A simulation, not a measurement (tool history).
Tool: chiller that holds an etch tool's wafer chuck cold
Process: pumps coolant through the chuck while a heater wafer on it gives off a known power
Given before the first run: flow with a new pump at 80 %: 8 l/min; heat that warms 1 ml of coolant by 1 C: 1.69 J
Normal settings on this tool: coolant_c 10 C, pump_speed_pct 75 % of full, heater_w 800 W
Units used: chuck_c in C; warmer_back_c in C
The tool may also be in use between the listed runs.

run 1 day=0.000 | coolant_c=10 pump_speed_pct=75 heater_w=800 | chuck_c=19.75 warmer_back_c=3.80
run 2 day=1.396 | coolant_c=10 pump_speed_pct=75 heater_w=800 | chuck_c=19.94 warmer_back_c=3.80
run 3 day=2.067 | coolant_c=6 pump_speed_pct=75 heater_w=800 | chuck_c=15.80 warmer_back_c=3.79
run 4 day=2.792 | coolant_c=10 pump_speed_pct=75 heater_w=800 | chuck_c=19.79 warmer_back_c=3.78
run 5 day=3.608 | coolant_c=10 pump_speed_pct=75 heater_w=800 | chuck_c=19.72 warmer_back_c=3.77
run 6 day=4.975 | coolant_c=10 pump_speed_pct=75 heater_w=800 | chuck_c=19.77 warmer_back_c=3.75
-- day=5.133 chiller's thermometer calibrated
run 7 day=6.071 | coolant_c=4 pump_speed_pct=89 heater_w=1169 | chuck_c=16.15 warmer_back_c=4.67
run 8 day=6.883 | coolant_c=10 pump_speed_pct=66 heater_w=800 | chuck_c=21.07 warmer_back_c=4.31
-- day=7.746 chiller's thermometer calibrated, once more
run 9 day=7.838 | coolant_c=10 pump_speed_pct=66 heater_w=800 | chuck_c=20.60 warmer_back_c=4.30
run 10 day=9.288 | coolant_c=2 pump_speed_pct=95 heater_w=1161 | chuck_c=13.20 warmer_back_c=4.31
run 11 day=9.979 | coolant_c=12 pump_speed_pct=75 heater_w=620 | chuck_c=19.33 warmer_back_c=2.96

Some steps in chuck_c, run to run, broken into two amounts with sign: the step expected even without the hidden condition (settings, incoming material, random variation), and the rest, left for the hidden condition together with whatever gauge scatter is not in both the measured and the hidden-condition-free result:
What the log doesn't record here: heat passed by the chuck's channels, % of clean ones'; flow at a given pump speed, % of a new pump's; coolant's true temperature over the reading, C; drift of the gauge itself on chuck_c, C; drift of the gauge itself on warmer_back_c, C.
Run 8 -> 9: chiller's thermometer calibrated, once more. chuck_c -0.47 C: hidden state -0.38, all else -0.09.
Run 9 -> 10: coolant_c 10 -> 2, pump_speed_pct 66 -> 95, heater_w 800 -> 1161. chuck_c -7.40 C: hidden state +0.04, all else -7.44.
